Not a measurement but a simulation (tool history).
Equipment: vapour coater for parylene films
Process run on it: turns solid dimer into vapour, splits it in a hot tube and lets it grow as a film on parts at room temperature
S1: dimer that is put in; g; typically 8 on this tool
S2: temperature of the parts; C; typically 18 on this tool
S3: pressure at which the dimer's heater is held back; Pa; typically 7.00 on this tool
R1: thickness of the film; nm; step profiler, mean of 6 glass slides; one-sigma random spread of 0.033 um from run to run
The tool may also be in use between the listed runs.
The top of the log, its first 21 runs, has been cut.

{"run": 22, "hour": 301.9, "S1": 8, "S2": 18, "S3": 7.0, "R1": 2770}
{"run": 23, "hour": 322.4, "S1": 7, "S2": 18, "S3": 7.0, "R1": 2370}
{"run": 24, "hour": 333.2, "S1": 7, "S2": 18, "S3": 7.0, "R1": 2430}
{"run": 25, "hour": 352.5, "S1": 7, "S2": 23, "S3": 7.56, "R1": 1870}
{"run": 26, "hour": 370.3, "S1": 7, "S2": 23, "S3": 7.56, "R1": 1860}
{"run": 27, "hour": 384.5, "S1": 8, "S2": 12, "S3": 2.36, "R1": 3860}
{"run": 28, "hour": 401.9, "S1": 8, "S2": 15, "S3": 5.0, "R1": 3170}
{"hour": 415.3, "done": "trap's valve overhauled"}
{"run": 29, "hour": 422.6, "S1": 8, "S2": 18, "S3": 6.85, "R1": 3100}
{"run": 30, "hour": 441.3, "S1": 3, "S2": 19, "S3": 7.0, "R1": 1120}
{"run": 31, "hour": 453.1, "S1": 3, "S2": 11, "S3": 6.41, "R1": 1620}
{"run": 32, "hour": 466.7, "S1": 11, "S2": 10, "S3": 2.2, "R1": 6810}
{"run": 33, "hour": 484.5, "S1": 11, "S2": 10, "S3": 2.2, "R1": 6770}
{"run": 34, "hour": 504.6, "S1": 10, "S2": 19, "S3": 3.27, "R1": 3890}
{"run": 35, "hour": 519.0, "S1": 11, "S2": 12, "S3": 7.0, "R1": 5560}
{"run": 36, "hour": 529.4, "S1": 8, "S2": 26, "S3": 2.76, "R1": 2260}
{"run": 37, "hour": 543.9, "S1": 8, "S2": 24, "S3": 3.08, "R1": 2460}
{"run": 38, "hour": 559.9, "S1": 8, "S2": 24, "S3": 3.08, "R1": 2420}
{"run": 39, "hour": 570.3, "S1": 5, "S2": 17, "S3": 2.07, "R1": 2160}
{"run": 40, "hour": 582.7, "S1": 5, "S2": 17, "S3": 2.07, "R1": 2170}
{"run": 41, "hour": 593.1, "S1": 8, "S2": 18, "S3": 3.7, "R1": 3140}
{"run": 42, "hour": 609.2, "S1": 6, "S2": 18, "S3": 7.0, "R1": 2220}
{"hour": 618.3, "done": "table's thermometer calibrated"}
{"run": 43, "hour": 622.8, "S1": 6, "S2": 18, "S3": 7.0, "R1": 2350}
{"run": 44, "hour": 642.7, "S1": 6, "S2": 18, "S3": 7.0, "R1": 2350}
{"run": 45, "hour": 653.2, "S1": 6, "S2": 10, "S3": 7.0, "R1": 3380}

Estimate the outcome of run 46 from the log above:
{"run": 46, "hour": 665.6, "S1": 8, "S2": 27, "S3": 2.56, "R1": "?"}

{"run 46": {"R1": 2210}}
With no hidden state in the tool, this same run would have given R1 2380 nm.
